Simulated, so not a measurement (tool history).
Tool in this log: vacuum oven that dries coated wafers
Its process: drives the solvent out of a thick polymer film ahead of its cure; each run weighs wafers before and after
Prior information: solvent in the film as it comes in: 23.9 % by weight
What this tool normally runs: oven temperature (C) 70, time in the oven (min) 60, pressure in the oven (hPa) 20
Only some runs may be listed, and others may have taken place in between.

{"run": 1, "hour": 0.0, "oven temperature (C)": 70, "time in the oven (min)": 60, "pressure in the oven (hPa)": 20, "solvent left in the film (%)": 6.73}
{"run": 2, "hour": 16.6, "oven temperature (C)": 70, "time in the oven (min)": 60, "pressure in the oven (hPa)": 20, "solvent left in the film (%)": 6.74}
{"run": 3, "hour": 45.6, "oven temperature (C)": 70, "time in the oven (min)": 60, "pressure in the oven (hPa)": 20, "solvent left in the film (%)": 6.67}
{"run": 4, "hour": 68.9, "oven temperature (C)": 60, "time in the oven (min)": 60, "pressure in the oven (hPa)": 20, "solvent left in the film (%)": 12.45}
{"run": 5, "hour": 98.3, "oven temperature (C)": 60, "time in the oven (min)": 60, "pressure in the oven (hPa)": 20, "solvent left in the film (%)": 12.27}
{"run": 6, "hour": 126.1, "oven temperature (C)": 60, "time in the oven (min)": 60, "pressure in the oven (hPa)": 20, "solvent left in the film (%)": 12.48}
{"run": 7, "hour": 155.5, "oven temperature (C)": 70, "time in the oven (min)": 60, "pressure in the oven (hPa)": 20, "solvent left in the film (%)": 6.72}
{"run": 8, "hour": 180.4, "oven temperature (C)": 70, "time in the oven (min)": 60, "pressure in the oven (hPa)": 10.9, "solvent left in the film (%)": 6.38}
{"run": 9, "hour": 212.4, "oven temperature (C)": 70, "time in the oven (min)": 60, "pressure in the oven (hPa)": 10.9, "solvent left in the film (%)": 6.46}
{"hour": 216.7, "done": "oven's thermocouples calibrated"}
{"run": 10, "hour": 237.7, "oven temperature (C)": 70, "time in the oven (min)": 60, "pressure in the oven (hPa)": 10.9, "solvent left in the film (%)": 6.83}
{"run": 11, "hour": 266.3, "oven temperature (C)": 71, "time in the oven (min)": 60, "pressure in the oven (hPa)": 20, "solvent left in the film (%)": 6.61}
{"hour": 283.4, "done": "oven's thermocouples calibrated, once more"}
{"run": 12, "hour": 288.8, "oven temperature (C)": 71, "time in the oven (min)": 60, "pressure in the oven (hPa)": 20, "solvent left in the film (%)": 5.37}
{"run": 13, "hour": 305.0, "oven temperature (C)": 78, "time in the oven (min)": 49, "pressure in the oven (hPa)": 10.6, "solvent left in the film (%)": 2.91}
{"run": 14, "hour": 338.0, "oven temperature (C)": 78, "time in the oven (min)": 49, "pressure in the oven (hPa)": 16.8, "solvent left in the film (%)": 2.99}
{"run": 15, "hour": 355.2, "oven temperature (C)": 78, "time in the oven (min)": 49, "pressure in the oven (hPa)": 16.8, "solvent left in the film (%)": 3.05}
{"run": 16, "hour": 373.3, "oven temperature (C)": 70, "time in the oven (min)": 36, "pressure in the oven (hPa)": 20, "solvent left in the film (%)": 9.41}
{"run": 17, "hour": 396.5, "oven temperature (C)": 60, "time in the oven (min)": 49, "pressure in the oven (hPa)": 15.7, "solvent left in the film (%)": 13.02}
{"run": 18, "hour": 414.5, "oven temperature (C)": 75, "time in the oven (min)": 64, "pressure in the oven (hPa)": 41.1, "solvent left in the film (%)": 3.66}

Predict each of these 3 candidate next runs independently; none follows another, all start after run 18:
{"run": "A", "hour": 431.7, "oven temperature (C)": 66, "time in the oven (min)": 64, "pressure in the oven (hPa)": 41.1, "solvent left in the film (%)": "?"}
{"run": "B", "hour": 431.7, "oven temperature (C)": 61, "time in the oven (min)": 33, "pressure in the oven (hPa)": 19, "solvent left in the film (%)": "?"}
{"run": "C", "hour": 431.7, "oven temperature (C)": 73, "time in the oven (min)": 103, "pressure in the oven (hPa)": 66.4, "solvent left in the film (%)": "?"}

run=A solvent_left_in_the_film_(%)=8.78
run=B solvent_left_in_the_film_(%)=14.79
run=C solvent_left_in_the_film_(%)=3.43
Had the tool no hidden state, the same runs would have come out as:
run=A solvent_left_in_the_film_(%)=8.68
run=B solvent_left_in_the_film_(%)=14.72
run=C solvent_left_in_the_film_(%)=3.35

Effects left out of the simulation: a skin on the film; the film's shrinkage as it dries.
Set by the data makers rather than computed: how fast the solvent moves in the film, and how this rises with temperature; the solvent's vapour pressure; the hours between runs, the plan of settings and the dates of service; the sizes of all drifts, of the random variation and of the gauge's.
